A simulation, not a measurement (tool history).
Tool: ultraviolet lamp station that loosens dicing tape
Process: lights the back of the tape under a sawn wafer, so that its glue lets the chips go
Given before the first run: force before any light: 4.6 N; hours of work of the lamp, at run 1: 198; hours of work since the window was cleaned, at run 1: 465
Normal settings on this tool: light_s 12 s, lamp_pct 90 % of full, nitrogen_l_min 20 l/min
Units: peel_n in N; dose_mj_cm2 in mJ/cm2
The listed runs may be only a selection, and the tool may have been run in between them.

run	hour	light_s	lamp_pct	nitrogen_l_min	hours of work of the lamp	hours of work since the window was cleaned	peel_n	dose_mj_cm2
1	0	12	90	20	198	465	0.724	525
2	19.7	12	90	20	213	480	0.738	518
3	42.2	12	90	20	229	497	0.734	509
4	70.1	12	90	20	250	518	0.795	507
5	98	12	90	16	271	539	0.891	505
6	113.7	12	90	16	283	551	0.844	505
7	133	12	74	16	298	565	1.13	415
8	150.1	12	74	16	310	578	1.11	404
9	168.7	12	74	16	324	592	1.147	400
10	198	12	74	16	346	614	1.172	402
11	230.3	12	62	21	371	638	1.308	335
12	247.6	9	65	8	384	651	2.235	258
# hour 261.4: window cleaned of glue's vapour
13	268.7	7	90	9	399	6	1.875	310
14	301	17	83	18	423	30	0.514	687
15	323.1	11	90	27	440	46	0.712	483
16	354.8	11	90	27	464	70	0.729	483
17	377	11	90	27	481	87	0.712	478
18	400.6	7	61	24	498	105	2.013	200

Forecast each of these 3 alternatives for the next run:
A	420.6	18	87	36	513	120	?	?
B	420.6	8	61	39	513	120	?	?
C	420.6	7	95	24	513	120	?	?

run	peel_n	dose_mj_cm2
A	0.349	728
B	1.609	228
C	1.34	311
Without the tool's unlogged condition, the same runs would have read:
run	peel_n	dose_mj_cm2
A	0.295	860
B	1.347	270
C	1.096	368
